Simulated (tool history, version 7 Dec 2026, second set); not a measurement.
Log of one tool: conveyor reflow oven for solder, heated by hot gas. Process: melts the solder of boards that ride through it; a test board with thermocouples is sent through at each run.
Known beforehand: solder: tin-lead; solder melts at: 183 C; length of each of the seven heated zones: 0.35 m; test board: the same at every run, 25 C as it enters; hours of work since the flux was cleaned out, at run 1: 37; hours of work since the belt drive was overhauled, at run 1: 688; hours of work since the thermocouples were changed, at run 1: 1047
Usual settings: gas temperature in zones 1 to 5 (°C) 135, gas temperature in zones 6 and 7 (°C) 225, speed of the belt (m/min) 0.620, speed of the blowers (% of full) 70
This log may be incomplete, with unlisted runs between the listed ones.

run	hour	gas temperature in zones 1 to 5 (°C)	gas temperature in zones 6 and 7 (°C)	speed of the belt (m/min)	speed of the blowers (% of full)	hours of work since the flux was cleaned out	hours of work since the belt drive was overhauled	hours of work since the thermocouples were changed	highest temperature of the board (°C)	time above the solder's melting point (s)
1	0.0	135	225	0.620	70	37	688	1047	209.9	43.8
2	29.1	135	225	0.620	70	52	703	1062	209.5	44.4
3	63.8	135	225	0.620	70	69	720	1079	209.4	43.7
# hour 74.9: thermocouples of zones 6 and 7 changed
4	85.2	135	225	0.620	70	79	730	5	207.1	41.8
5	116.7	135	225	0.620	70	95	746	21	206.9	41.9
6	137.7	135	225	0.620	70	105	757	32	206.8	41.6
7	166.7	135	225	0.691	70	120	771	46	203.3	33.4
8	187.1	128	225	0.620	70	130	782	57	205.5	38.1
9	218.7	135	225	0.620	53	146	798	73	200.2	32.6
10	257.9	135	225	0.620	53	166	818	92	200.1	32.6
11	291.8	135	240	0.620	70	183	835	110	219.3	51.4
12	318.0	134	240	0.620	70	197	848	123	218.9	50.8
13	356.6	134	240	0.620	70	216	867	142	218.6	50.7
14	389.9	134	240	0.620	70	233	884	159	218.7	51.2
15	417.8	134	240	0.620	70	247	898	173	218.7	51.2
16	445.1	135	225	0.620	70	261	912	187	206.0	41.2
17	489.1	135	237	0.552	63	283	934	209	218.2	56.8
18	521.2	135	234	0.620	64	299	951	225	211.3	45.1

What does the tool deliver on the next run?
19	553.4	135	225	0.620	79	315	967	242	?	?

{"run 19": {"highest temperature of the board (°C)": 207.9, "time above the solder's melting point (s)": 43.5}}
With no hidden state in the tool, this same run would have given highest temperature of the board (°C) 209.8, time above the solder's melting point (s) 44.8.
